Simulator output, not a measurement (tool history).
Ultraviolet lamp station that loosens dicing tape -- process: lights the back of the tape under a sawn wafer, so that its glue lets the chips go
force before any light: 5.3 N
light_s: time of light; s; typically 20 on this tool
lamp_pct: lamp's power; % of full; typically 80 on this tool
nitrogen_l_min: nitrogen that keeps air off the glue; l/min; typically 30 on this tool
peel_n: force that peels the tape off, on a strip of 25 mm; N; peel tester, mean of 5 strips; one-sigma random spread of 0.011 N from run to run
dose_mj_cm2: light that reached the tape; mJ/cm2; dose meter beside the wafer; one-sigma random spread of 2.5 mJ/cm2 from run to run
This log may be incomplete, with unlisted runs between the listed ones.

run 1 hour=0 | light_s=20 lamp_pct=80 nitrogen_l_min=30 | peel_n=0.598 dose_mj_cm2=257
run 2 hour=37.4 | light_s=20 lamp_pct=80 nitrogen_l_min=23 | peel_n=0.723 dose_mj_cm2=253
run 3 hour=57.7 | light_s=20 lamp_pct=80 nitrogen_l_min=23 | peel_n=0.707 dose_mj_cm2=253
run 4 hour=75.3 | light_s=20 lamp_pct=80 nitrogen_l_min=21 | peel_n=0.74 dose_mj_cm2=255
run 5 hour=99 | light_s=20 lamp_pct=80 nitrogen_l_min=30 | peel_n=0.613 dose_mj_cm2=248
run 6 hour=127.8 | light_s=20 lamp_pct=80 nitrogen_l_min=30 | peel_n=0.635 dose_mj_cm2=253
run 7 hour=156.1 | light_s=20 lamp_pct=80 nitrogen_l_min=30 | peel_n=0.646 dose_mj_cm2=247
run 8 hour=172.9 | light_s=20 lamp_pct=80 nitrogen_l_min=30 | peel_n=0.631 dose_mj_cm2=253
-- hour=176.4 window cleaned of glue's vapour
run 9 hour=211.5 | light_s=20 lamp_pct=80 nitrogen_l_min=30 | peel_n=0.69 dose_mj_cm2=237
run 10 hour=232.5 | light_s=25 lamp_pct=83 nitrogen_l_min=30 | peel_n=0.426 dose_mj_cm2=308
run 11 hour=258.5 | light_s=20 lamp_pct=88 nitrogen_l_min=25 | peel_n=0.655 dose_mj_cm2=260
run 12 hour=288.2 | light_s=20 lamp_pct=88 nitrogen_l_min=25 | peel_n=0.674 dose_mj_cm2=253
-- hour=305.6 window cleaned of glue's vapour, once more
run 13 hour=316.6 | light_s=37 lamp_pct=78 nitrogen_l_min=30 | peel_n=0.235 dose_mj_cm2=473
run 14 hour=334.4 | light_s=37 lamp_pct=78 nitrogen_l_min=30 | peel_n=0.234 dose_mj_cm2=457
run 15 hour=362.7 | light_s=25 lamp_pct=65 nitrogen_l_min=37 | peel_n=0.529 dose_mj_cm2=259

What if the next run were any one of these 3? Each begins from the tool's condition after run 15:
run A hour=383.5 | light_s=25 lamp_pct=65 nitrogen_l_min=35 | peel_n=? dose_mj_cm2=?
run B hour=383.5 | light_s=17 lamp_pct=77 nitrogen_l_min=37 | peel_n=? dose_mj_cm2=?
run C hour=383.5 | light_s=29 lamp_pct=80 nitrogen_l_min=30 | peel_n=? dose_mj_cm2=?

run=A peel_n=0.563 dose_mj_cm2=256
run=B peel_n=0.771 dose_mj_cm2=208
run=C peel_n=0.318 dose_mj_cm2=371
Without the tool's hidden state the same runs would have given:
run=A peel_n=0.44 dose_mj_cm2=295
run=B peel_n=0.608 dose_mj_cm2=239
run=C peel_n=0.259 dose_mj_cm2=427
